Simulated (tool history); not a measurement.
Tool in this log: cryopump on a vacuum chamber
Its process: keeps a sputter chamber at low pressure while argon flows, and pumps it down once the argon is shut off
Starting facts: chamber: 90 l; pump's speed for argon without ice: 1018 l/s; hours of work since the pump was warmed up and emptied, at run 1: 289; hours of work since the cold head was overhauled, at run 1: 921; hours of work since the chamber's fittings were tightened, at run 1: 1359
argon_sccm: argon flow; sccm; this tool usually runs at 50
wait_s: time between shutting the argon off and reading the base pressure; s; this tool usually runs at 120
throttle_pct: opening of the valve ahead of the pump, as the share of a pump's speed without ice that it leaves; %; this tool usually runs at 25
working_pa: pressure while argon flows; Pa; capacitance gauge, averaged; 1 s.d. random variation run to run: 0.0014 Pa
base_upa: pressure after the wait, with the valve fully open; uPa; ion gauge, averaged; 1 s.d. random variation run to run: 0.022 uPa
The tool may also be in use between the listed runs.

run,day,argon_sccm,wait_s,throttle_pct,hours of work since the pump was warmed up and emptied,hours of work since the cold head was overhauled,hours of work since the chamber's fittings were tightened,working_pa,base_upa
1,0,50,120,25,289,921,1359,0.3406,4.47
2,1.525,50,120,18,307,938,1377,0.4695,4.34
3,2.946,50,120,18,323,955,1393,0.4752,4.53
# day 3.521: leaking fittings of the chamber tightened, without venting
4,4.171,50,120,25,336,968,8,0.343,0.73
5,5.629,50,120,18,353,985,24,0.475,0.84
6,6.712,50,120,34,366,998,37,0.2552,0.85
7,8.488,50,120,25,386,1018,58,0.3453,0.89
8,10.533,50,120,25,410,1042,81,0.3475,0.93
9,11.862,50,120,25,425,1057,97,0.3454,0.99
10,12.829,50,151,25,437,1069,108,0.3423,1
11,13.929,50,151,25,449,1081,121,0.3431,1
12,14.812,50,151,25,460,1092,131,0.3483,1.04
13,16.771,50,120,25,482,1114,154,0.3449,1.23
14,18.929,50,120,42,507,1139,179,0.2134,1.29
15,20.425,50,44,39,525,1157,196,0.2294,1.96
16,22.212,50,44,39,545,1177,217,0.2278,2.01
17,23.721,50,91,47,563,1195,234,0.1951,1.54
18,25.271,51,122,47,581,1213,252,0.1986,1.52
19,26.379,46,120,25,594,1226,265,0.3244,1.51
# day 27.117: pump warmed up, emptied and cooled again
20,28.379,46,120,25,15,1246,286,0.3063,1.42
21,29.921,46,120,25,32,1264,303,0.3073,1.48
22,30.992,46,120,25,45,1277,316,0.3065,1.48
23,33.154,78,120,25,70,1302,341,0.5238,1.57
24,34.238,50,69,55,83,1314,354,0.1564,1.87
25,36.308,50,69,55,107,1338,378,0.1561,1.97
26,37.983,50,120,17,126,1358,397,0.4932,1.81
27,39.162,36,120,43,140,1371,411,0.1428,1.75

Forecast each of these 3 alternatives for the next run:
A,40.746,37,23,20,158,1390,429,?,?
B,40.746,82,49,26,158,1390,429,?,?
C,40.746,67,120,34,158,1390,429,?,?

run,working_pa,base_upa
A,0.3144,3.27
B,0.5311,2.4
C,0.3361,1.83
The same runs, with their run-to-run variation unchanged, on a tool lacking any hidden condition would have given:
run,working_pa,base_upa
A,0.31,2.08
B,0.5215,1.18
C,0.3282,0.61

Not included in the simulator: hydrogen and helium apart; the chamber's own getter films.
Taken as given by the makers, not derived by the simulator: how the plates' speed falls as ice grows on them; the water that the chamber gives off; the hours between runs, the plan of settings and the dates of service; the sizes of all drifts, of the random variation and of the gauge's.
